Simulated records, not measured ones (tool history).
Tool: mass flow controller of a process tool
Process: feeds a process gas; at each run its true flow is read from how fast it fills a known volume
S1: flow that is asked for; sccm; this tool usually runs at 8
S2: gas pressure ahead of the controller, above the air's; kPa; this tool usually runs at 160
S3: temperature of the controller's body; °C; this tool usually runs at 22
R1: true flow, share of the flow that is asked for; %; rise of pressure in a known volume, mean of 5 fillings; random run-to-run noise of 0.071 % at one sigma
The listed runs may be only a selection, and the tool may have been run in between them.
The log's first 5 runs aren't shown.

Run 6, hour 1475.9: usual settings but S1 5 sccm. Result: R1 99.94 %.
Run 7, hour 1874.7: usual settings but S1 5 sccm. Result: R1 99.79 %.
Run 8, hour 2248.7: usual settings. Result: R1 100.08 %.
Run 9, hour 2589.2: usual settings. Result: R1 100.08 %.
Run 10, hour 2975.6: usual settings. Result: R1 99.95 %.
Run 11, hour 3344.6: usual settings. Result: R1 100.19 %.
Run 12, hour 3534.9: usual settings. Result: R1 100.28 %.
Run 13, hour 3811.2: usual settings. Result: R1 100.19 %.
Run 14, hour 4009.1: usual settings but S1 4 sccm. Result: R1 100.08 %.
Run 15, hour 4282.2: usual settings but S1 4 sccm. Result: R1 100.14 %.
Run 16, hour 4467.1: usual settings. Result: R1 100.37 %.
Run 17, hour 4791: usual settings but S2 223 kPa, S3 23 °C. Result: R1 100.55 %.
Run 18, hour 5174.8: usual settings but S1 7 sccm, S2 174 kPa. Result: R1 100.42 %.
Run 19, hour 5569.1: usual settings but S1 4 sccm, S2 192 kPa, S3 35 °C. Result: R1 99.89 %.
Run 20, hour 5962.7: usual settings but S2 144 kPa. Result: R1 100.47 %.
Run 21, hour 6240.2: usual settings but S1 14 sccm, S2 259 kPa, S3 37 °C. Result: R1 100.52 %.
Run 22, hour 6529.3: usual settings but S1 12 sccm, S2 245 kPa. Result: R1 101.09 %.
Run 23, hour 6927.7: usual settings but S1 12 sccm, S2 245 kPa. Result: R1 101.1 %.
Run 24, hour 7288.5: usual settings but S1 2 sccm, S2 187 kPa, S3 32 °C. Result: R1 100.32 %.
Run 25, hour 7646.2: usual settings but S1 2 sccm, S2 187 kPa, S3 32 °C. Result: R1 100.45 %.
Run 26, hour 7854.4: usual settings but S1 4 sccm, S2 153 kPa, S3 32 °C. Result: R1 100.3 %.

Run 27 comes next. What will it give?
Run 27, hour 8242.1: usual settings but S1 3 sccm, S3 33 °C. Result: R1 ?.

R1: 100.22 %
Were there no unlogged condition in the tool, this run, its random variation unchanged, would have produced R1 98.98 %.

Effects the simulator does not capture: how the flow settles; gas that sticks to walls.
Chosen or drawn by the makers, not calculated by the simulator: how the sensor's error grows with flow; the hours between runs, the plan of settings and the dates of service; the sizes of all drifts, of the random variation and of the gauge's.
